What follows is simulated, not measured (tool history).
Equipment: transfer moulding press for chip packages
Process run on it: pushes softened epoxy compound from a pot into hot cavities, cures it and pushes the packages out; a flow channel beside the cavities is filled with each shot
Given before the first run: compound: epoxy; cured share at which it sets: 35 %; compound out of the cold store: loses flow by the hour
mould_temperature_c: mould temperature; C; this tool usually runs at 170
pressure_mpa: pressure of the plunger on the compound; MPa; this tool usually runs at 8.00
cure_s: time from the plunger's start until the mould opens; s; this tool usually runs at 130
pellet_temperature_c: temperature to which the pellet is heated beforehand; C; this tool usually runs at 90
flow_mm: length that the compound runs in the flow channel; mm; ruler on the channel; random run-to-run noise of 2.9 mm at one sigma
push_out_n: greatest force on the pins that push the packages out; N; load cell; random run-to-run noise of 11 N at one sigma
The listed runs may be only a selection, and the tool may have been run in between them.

run	day	mould_temperature_c	pressure_mpa	cure_s	pellet_temperature_c	incoming compound's hours out of the cold store	flow_mm	push_out_n
1	0.000	170	8.00	130	90	33.7	572	700
2	0.450	170	8.00	130	90	31.8	575	742
3	0.908	170	9.33	130	90	20.1	653	728
4	1.454	170	9.33	130	90	25.6	644	743
# day 1.850: cavities cleaned with cleaning compound and waxed
5	1.942	170	9.33	130	90	37.7	602	501
6	2.292	170	8.00	130	95	30.6	579	551
7	2.729	170	7.91	130	95	46.8	534	538
8	2.983	170	7.91	130	95	43.0	544	584
9	3.383	170	7.91	130	95	35.8	566	596
10	3.675	170	7.91	130	95	42.7	539	611
11	4.238	170	7.91	130	95	14.2	624	643
12	4.788	170	7.91	130	95	17.5	604	678
13	5.117	170	8.00	130	90	29.4	577	661
14	5.500	170	8.00	130	90	40.2	546	657
15	5.812	170	8.00	130	87	8.2	641	657
16	6.254	168	8.00	147	90	47.0	537	641
17	6.571	170	9.66	138	90	43.7	592	669
18	6.829	170	9.66	138	90	33.3	624	654
19	7.238	173	9.08	130	98	29.2	603	635
# day 7.462: plunger's sealing rings changed
20	7.725	173	9.08	130	98	47.5	580	619
21	8.129	178	9.02	111	90	12.8	668	676
22	8.450	170	8.00	112	81	26.6	613	876
23	8.971	170	7.49	125	84	15.8	629	773
# day 9.254: cavities cleaned with cleaning compound and waxed
24	9.646	165	7.20	125	100	14.8	632	751
25	10.183	166	7.20	114	100	24.6	599	826
26	10.692	166	7.20	114	100	38.7	557	871
27	11.317	170	9.16	122	82	43.7	601	644
28	11.867	170	7.83	110	90	16.1	639	815

Alternative continuations, all from the tool just after run 28; predict every row:
A	12.350	174	6.41	149	90	34.9	?	?
B	12.350	175	7.01	118	90	45.4	?	?
C	12.350	172	6.48	130	82	20.1	?	?

run	flow_mm	push_out_n
A	515	567
B	508	604
C	555	601
The same runs, with their run-to-run variation unchanged, on a tool lacking any hidden condition would have given:
run	flow_mm	push_out_n
A	522	446
B	515	478
C	563	477

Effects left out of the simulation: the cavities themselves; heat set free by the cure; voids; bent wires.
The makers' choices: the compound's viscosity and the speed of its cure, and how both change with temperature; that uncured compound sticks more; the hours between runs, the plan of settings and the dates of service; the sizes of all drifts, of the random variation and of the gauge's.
